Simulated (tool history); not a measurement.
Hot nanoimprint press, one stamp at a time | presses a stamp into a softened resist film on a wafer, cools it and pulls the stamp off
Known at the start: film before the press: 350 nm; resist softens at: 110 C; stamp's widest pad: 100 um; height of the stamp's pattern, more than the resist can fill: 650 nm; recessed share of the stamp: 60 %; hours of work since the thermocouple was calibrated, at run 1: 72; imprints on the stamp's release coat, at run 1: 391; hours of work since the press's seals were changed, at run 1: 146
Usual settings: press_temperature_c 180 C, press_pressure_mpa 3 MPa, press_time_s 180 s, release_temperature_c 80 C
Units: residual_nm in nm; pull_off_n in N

run	hour	press_temperature_c	press_pressure_mpa	press_time_s	release_temperature_c	hours of work since the thermocouple was calibrated	imprints on the stamp's release coat	hours of work since the press's seals were changed	residual_nm	pull_off_n
1	0	180	3	180	80	72	391	146	195.5	157
2	47.8	180	3	122	80	107	578	181	217.6	165
3	80.5	176	3	180	80	130	706	204	214.1	174
4	127.2	180	3	180	67	164	889	238	196.9	252
5	169.4	180	3	90	80	195	1054	269	240.1	193
6	192.6	180	1.83	180	80	211	1145	285	241.7	205
7	238	180	1.83	180	80	244	1323	318	240.8	211
8	281.1	180	3	286	80	275	1491	349	172.5	227
# hour 321.2: stamp cleaned and given a new release coat
9	334.5	176	3	180	80	310	52	384	220.3	142
10	374.5	176	3	180	80	338	208	412	217.9	146
11	418.4	176	3	180	80	370	380	444	220.2	159
12	459.7	176	3	180	80	400	542	474	218.9	165
13	495.7	176	3	180	80	426	683	500	220	171
# hour 532.2: plate thermocouple calibrated
14	542.4	176	3	180	80	7	854	532	224.8	193
15	574.1	180	3	180	80	30	978	555	205.7	197
16	622.1	189	4.59	174	81	65	1166	589	133.9	210
# hour 641.5: plate thermocouple calibrated, once more
17	661.4	189	4.59	174	81	14	1308	615	129	205
18	684.9	189	2.86	124	80	31	1400	632	184.9	211
19	728.9	180	3	170	68	63	1573	664	204	294
# hour 747.6: stamp cleaned and given a new release coat
20	764.4	180	3	170	68	85	66	686	203.4	189
21	790	180	3	180	80	103	166	704	199	148
22	834.5	173	2.09	124	70	135	341	736	283.3	192
23	888.9	173	2.09	124	70	174	554	775	286.5	205
24	930.4	173	2.09	124	70	204	716	805	284	228
25	957.3	179	2.06	112	81	224	821	825	266.1	187
26	981.2	177	2.06	150	81	241	915	842	258.5	187
# hour 1010: press's hydraulic seals changed and the load cell set to zero
27	1033.2	180	3.57	124	77	273	1087	17	206.3	213
28	1084.8	178	3.57	359	76	310	1289	54	155	224
29	1121	178	2.32	116	76	336	1431	80	258.6	242
30	1149.5	171	4.54	216	73	357	1543	101	198.9	267

3 ways to go on from here, each from the tool as it stands after run 30. What would each give?
# hour 1174.8: stamp cleaned and given a new release coat
A	1198	171	2.93	194	87	388	91	132	?	?
# hour 1174.8: stamp cleaned and given a new release coat
B	1198	180	3	180	81	388	91	132	?	?
# hour 1174.8: stamp cleaned and given a new release coat
C	1198	179	2.29	180	83	388	91	132	?	?

run	residual_nm	pull_off_n
A	243.5	124
B	200.9	141
C	230.5	138
Without the tool's hidden state the same runs would have given:
run	residual_nm	pull_off_n
A	236.8	116
B	194.7	133
C	224.4	129
